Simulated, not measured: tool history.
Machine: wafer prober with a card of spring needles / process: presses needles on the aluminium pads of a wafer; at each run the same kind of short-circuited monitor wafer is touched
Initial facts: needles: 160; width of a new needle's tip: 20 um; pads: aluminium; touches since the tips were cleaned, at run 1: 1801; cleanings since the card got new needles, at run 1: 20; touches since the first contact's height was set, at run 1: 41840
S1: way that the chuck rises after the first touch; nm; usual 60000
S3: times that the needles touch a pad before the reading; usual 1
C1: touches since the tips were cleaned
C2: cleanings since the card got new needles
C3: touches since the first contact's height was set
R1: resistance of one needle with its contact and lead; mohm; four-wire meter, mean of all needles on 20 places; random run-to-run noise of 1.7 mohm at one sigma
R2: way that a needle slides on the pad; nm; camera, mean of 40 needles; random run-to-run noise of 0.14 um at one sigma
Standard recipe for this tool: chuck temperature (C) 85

run 1 hour=0 | S1=60000 chuck_temperature_(C)=85 S3=1 | C1=1801 C2=20 C3=41840 | R1=309 R2=11480
-- hour=1.4 tips cleaned on abrasive film
-- hour=6.9 tips cleaned on abrasive film
-- hour=12.3 tips cleaned on abrasive film
-- hour=17.8 tips cleaned on abrasive film
-- hour=23.2 tips cleaned on abrasive film
-- hour=28.7 tips cleaned on abrasive film
-- hour=35.4 tips cleaned on abrasive film
run 2 hour=39 | S1=42000 chuck_temperature_(C)=85 S3=1 | C1=1301 C2=27 C3=55817 | R1=424 R2=7720
-- hour=41.8 tips cleaned on abrasive film
-- hour=48.6 tips cleaned on abrasive film
-- hour=55.4 tips cleaned on abrasive film
-- hour=60.8 tips cleaned on abrasive film
-- hour=67.6 tips cleaned on abrasive film
-- hour=73 tips cleaned on abrasive film
-- hour=78.5 tips cleaned on abrasive film
run 3 hour=82.7 | S1=60000 chuck_temperature_(C)=85 S3=1 | C1=1544 C2=34 C3=71499 | R1=315 R2=10980
-- hour=84.2 tips cleaned on abrasive film
-- hour=90.9 tips cleaned on abrasive film
-- hour=96.4 tips cleaned on abrasive film
-- hour=101.8 tips cleaned on abrasive film
-- hour=107.3 tips cleaned on abrasive film
-- hour=112.7 tips cleaned on abrasive film
-- hour=119.5 tips cleaned on abrasive film
run 4 hour=121.2 | S1=60000 chuck_temperature_(C)=85 S3=1 | C1=608 C2=41 C3=85274 | R1=253 R2=10850
-- hour=125.3 tips cleaned on abrasive film
-- hour=130.7 tips cleaned on abrasive film
-- hour=137.5 tips cleaned on abrasive film
-- hour=144.3 tips cleaned on abrasive film
-- hour=151.1 tips cleaned on abrasive film
run 5 hour=155.7 | S1=60000 chuck_temperature_(C)=85 S3=1 | C1=1701 C2=46 C3=97700 | R1=321 R2=10760
-- hour=157.2 tips cleaned on abrasive film
-- hour=162.6 tips cleaned on abrasive film
-- hour=168.1 tips cleaned on abrasive film
-- hour=174.8 tips cleaned on abrasive film
-- hour=181.6 tips cleaned on abrasive film
run 6 hour=186.5 | S1=60000 chuck_temperature_(C)=85 S3=1 | C1=1767 C2=51 C3=108729 | R1=347 R2=10740
-- hour=187.9 tips cleaned on abrasive film
-- hour=193.3 tips cleaned on abrasive film
-- hour=198.8 tips cleaned on abrasive film
-- hour=204.2 tips cleaned on abrasive film
-- hour=209.7 tips cleaned on abrasive film
-- hour=215.1 tips cleaned on abrasive film
-- hour=221.9 tips cleaned on abrasive film
-- hour=227.4 tips cleaned on abrasive film
run 7 hour=231.7 | S1=60000 chuck_temperature_(C)=85 S3=1 | C1=1598 C2=59 C3=124952 | R1=333 R2=10530
-- hour=233.2 tips cleaned on abrasive film
-- hour=238.6 tips cleaned on abrasive film
-- hour=244.1 tips cleaned on abrasive film
-- hour=249.5 tips cleaned on abrasive film
-- hour=255 tips cleaned on abrasive film
-- hour=260.4 tips cleaned on abrasive film
-- hour=265.8 tips cleaned on abrasive film
run 8 hour=270.4 | S1=53000 chuck_temperature_(C)=85 S3=1 | C1=1671 C2=66 C3=138810 | R1=410 R2=9150
-- hour=271.9 tips cleaned on abrasive film
-- hour=277.3 tips cleaned on abrasive film
-- hour=284.1 tips cleaned on abrasive film
-- hour=289.5 tips cleaned on abrasive film
-- hour=296.3 tips cleaned on abrasive film
run 9 hour=300.8 | S1=53000 chuck_temperature_(C)=85 S3=1 | C1=1629 C2=71 C3=149702 | R1=403 R2=8990
-- hour=302.2 tips cleaned on abrasive film
-- hour=307.7 tips cleaned on abrasive film
-- hour=313.1 tips cleaned on abrasive film
-- hour=318.6 tips cleaned on abrasive film
-- hour=324 tips cleaned on abrasive film
-- hour=329.5 tips cleaned on abrasive film
-- hour=334.9 tips cleaned on abrasive film
-- hour=341.7 tips cleaned on abrasive film
run 10 hour=343.9 | S1=53000 chuck_temperature_(C)=85 S3=1 | C1=819 C2=79 C3=165147 | R1=324 R2=8920
-- hour=348 tips cleaned on abrasive film
-- hour=353.5 tips cleaned on abrasive film
-- hour=358.9 tips cleaned on abrasive film
-- hour=364.4 tips cleaned on abrasive film
-- hour=369.8 tips cleaned on abrasive film
-- hour=376.6 tips cleaned on abrasive film
-- hour=382 tips cleaned on abrasive film
-- hour=387.5 tips cleaned on abrasive film
run 11 hour=388.5 | S1=49000 chuck_temperature_(C)=85 S3=1 | C1=355 C2=87 C3=181103 | R1=301 R2=7970
-- hour=393.9 tips cleaned on abrasive film
-- hour=399.4 tips cleaned on abrasive film
-- hour=404.8 tips cleaned on abrasive film
-- hour=406.4 height of the first contact set anew
-- hour=410.5 tips cleaned on abrasive film
-- hour=416 tips cleaned on abrasive film
run 12 hour=418 | S1=41000 chuck_temperature_(C)=85 S3=1 | C1=745 C2=92 C3=4158 | R1=374 R2=7910
-- hour=422.1 tips cleaned on abrasive film
-- hour=427.6 tips cleaned on abrasive film
-- hour=433 tips cleaned on abrasive film
-- hour=438.5 tips cleaned on abrasive film
-- hour=445.3 tips cleaned on abrasive film
-- hour=450.7 tips cleaned on abrasive film
run 13 hour=451.6 | S1=41000 chuck_temperature_(C)=85 S3=1 | C1=339 C2=98 C3=16197 | R1=291 R2=7640
-- hour=457.1 tips cleaned on abrasive film
-- hour=462.5 tips cleaned on abrasive film
-- hour=468 tips cleaned on abrasive film
-- hour=473.4 tips cleaned on abrasive film
-- hour=478.9 tips cleaned on abrasive film
-- hour=484.3 tips cleaned on abrasive film
-- hour=491.1 tips cleaned on abrasive film
-- hour=496.5 tips cleaned on abrasive film
run 14 hour=497.8 | S1=40000 chuck_temperature_(C)=51 S3=2 | C1=449 C2=106 C3=32734 | R1=259 R2=7280
-- hour=503.2 tips cleaned on abrasive film
-- hour=510 tips cleaned on abrasive film
-- hour=515.4 tips cleaned on abrasive film
-- hour=520.9 tips cleaned on abrasive film
-- hour=526.3 tips cleaned on abrasive film
-- hour=531.8 tips cleaned on abrasive film
run 15 hour=532.6 | S1=58000 chuck_temperature_(C)=69 S3=2 | C1=310 C2=112 C3=45232 | R1=205 R2=10800
-- hour=538.1 tips cleaned on abrasive film
-- hour=543.5 tips cleaned on abrasive film
-- hour=549 tips cleaned on abrasive film
-- hour=554.4 tips cleaned on abrasive film
-- hour=560.9 tips cleaned on abrasive film
run 16 hour=560.9 | S1=41000 chuck_temperature_(C)=60 S3=1 | C1=0 C2=117 C3=55360 | R1=237 R2=7610
-- hour=567.7 tips cleaned on abrasive film
-- hour=573.1 tips cleaned on abrasive film
-- hour=578.6 tips cleaned on abrasive film
-- hour=584 tips cleaned on abrasive film
-- hour=589.5 tips cleaned on abrasive film
run 17 hour=593.9 | S1=60000 chuck_temperature_(C)=85 S3=2 | C1=1604 C2=122 C3=67201 | R1=272 R2=11080
-- hour=595.3 tips cleaned on abrasive film
-- hour=600.7 tips cleaned on abrasive film
-- hour=606.2 tips cleaned on abrasive film
-- hour=611.6 tips cleaned on abrasive film
-- hour=618.4 tips cleaned on abrasive film
-- hour=623.9 tips cleaned on abrasive film
-- hour=630.6 tips cleaned on abrasive film
-- hour=636.1 tips cleaned on abrasive film
run 18 hour=640.8 | S1=47000 chuck_temperature_(C)=26 S3=2 | C1=1737 C2=130 C3=84049 | R1=391 R2=8520
-- hour=642.3 tips cleaned on abrasive film
-- hour=647.7 tips cleaned on abrasive film
-- hour=654.5 tips cleaned on abrasive film
-- hour=660 tips cleaned on abrasive film
-- hour=665.4 tips cleaned on abrasive film
-- hour=670.8 tips cleaned on abrasive film
run 19 hour=672.2 | S1=52000 chuck_temperature_(C)=88 S3=2 | C1=479 C2=136 C3=95252 | R1=248 R2=9240
-- hour=677.6 tips cleaned on abrasive film
-- hour=684.4 tips cleaned on abrasive film
-- hour=691.2 tips cleaned on abrasive film
-- hour=696.6 tips cleaned on abrasive film
-- hour=702.1 tips cleaned on abrasive film
-- hour=708.8 tips cleaned on abrasive film
run 20 hour=710.4 | S1=52000 chuck_temperature_(C)=88 S3=2 | C1=569 C2=142 C3=108983 | R1=259 R2=9280
-- hour=714.5 tips cleaned on abrasive film
-- hour=720 tips cleaned on abrasive film
-- hour=726.7 tips cleaned on abrasive film
-- hour=732.2 tips cleaned on abrasive film
-- hour=737.6 tips cleaned on abrasive film
-- hour=743.1 tips cleaned on abrasive film
-- hour=748.5 tips cleaned on abrasive film
run 21 hour=749.8 | S1=52000 chuck_temperature_(C)=88 S3=2 | C1=472 C2=149 C3=123110 | R1=239 R2=8940
-- hour=755.3 tips cleaned on abrasive film
-- hour=762.1 tips cleaned on abrasive film
-- hour=767.5 tips cleaned on abrasive film
-- hour=772.9 tips cleaned on abrasive film
-- hour=778.4 tips cleaned on abrasive film
-- hour=783.8 tips cleaned on abrasive film
run 22 hour=785.3 | S1=52000 chuck_temperature_(C)=88 S3=2 | C1=521 C2=155 C3=135819 | R1=272 R2=8770

Each row is a separate what-if for the run after 22, all from the same tool condition, not one after another. Results?
-- hour=789.4 tips cleaned on abrasive film
-- hour=794.8 tips cleaned on abrasive film
-- hour=801.6 tips cleaned on abrasive film
-- hour=807 tips cleaned on abrasive film
run A hour=811.4 | S1=45000 chuck_temperature_(C)=88 S3=2 | C1=1604 C2=159 C3=145221 | R1=? R2=?
-- hour=789.4 tips cleaned on abrasive film
-- hour=794.8 tips cleaned on abrasive film
-- hour=801.6 tips cleaned on abrasive film
-- hour=807 tips cleaned on abrasive film
run B hour=811.4 | S1=66000 chuck_temperature_(C)=105 S3=2 | C1=1604 C2=159 C3=145221 | R1=? R2=?
-- hour=789.4 tips cleaned on abrasive film
-- hour=794.8 tips cleaned on abrasive film
-- hour=801.6 tips cleaned on abrasive film
-- hour=807 tips cleaned on abrasive film
run C hour=811.4 | S1=60000 chuck_temperature_(C)=85 S3=3 | C1=1604 C2=159 C3=145221 | R1=? R2=?
-- hour=789.4 tips cleaned on abrasive film
-- hour=794.8 tips cleaned on abrasive film
-- hour=801.6 tips cleaned on abrasive film
-- hour=807 tips cleaned on abrasive film
run D hour=811.4 | S1=74000 chuck_temperature_(C)=88 S3=2 | C1=1604 C2=159 C3=145221 | R1=? R2=?
-- hour=789.4 tips cleaned on abrasive film
-- hour=794.8 tips cleaned on abrasive film
-- hour=801.6 tips cleaned on abrasive film
-- hour=807 tips cleaned on abrasive film
run E hour=811.4 | S1=60000 chuck_temperature_(C)=30 S3=1 | C1=1604 C2=159 C3=145221 | R1=? R2=?

run=A R1=447 R2=7410
run=B R1=289 R2=11380
run=C R1=263 R2=10370
run=D R1=262 R2=13530
run=E R1=410 R2=10440
Had the tool no hidden state, the same runs would have come out as:
run=A R1=185 R2=8680
run=B R1=177 R2=12660
run=C R1=175 R2=11640
run=D R1=170 R2=14840
run=E R1=163 R2=11730
